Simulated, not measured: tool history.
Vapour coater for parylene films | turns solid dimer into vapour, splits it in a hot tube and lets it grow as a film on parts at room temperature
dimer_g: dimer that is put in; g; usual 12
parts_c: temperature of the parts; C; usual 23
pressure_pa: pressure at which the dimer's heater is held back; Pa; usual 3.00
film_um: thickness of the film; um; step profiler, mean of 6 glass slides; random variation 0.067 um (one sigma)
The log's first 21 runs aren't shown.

run    hour  dimer_g  parts_c  pressure_pa  film_um
 22   739.9       12       21        11.34     6.73
 23   768.9       12       21        11.34     6.83
 24   799.1       12       21        11.34     6.73
 25   828.8        5       23         3.00     3.33
 26   854.4       13       21         3.49     9.04
 27   886.0       13       21         3.49     9.10
 28   930.0       10       20         6.49     6.56
 29   962.2       17       20        11.31     9.87
 30   987.3       17       26        11.31     7.59
 31  1008.1       20       26        11.31     8.85
 32  1037.9       20       26        11.31     8.95
 33  1074.0       20       26        11.31     8.73
 34  1096.1        9       23         3.00     6.04
 35  1116.8        7       25         5.34     3.78

Forecast each of these 3 alternatives for the next run:
  A  1151.4       14       26         5.34        ?
  B  1151.4       12       34         8.27        ?
  C  1151.4       21       33         6.14        ?

run  film_um
  A     7.23
  B     3.80
  C     7.50
Without the tool's hidden state the same runs would have given:
run  film_um
  A     7.23
  B     3.81
  C     7.51
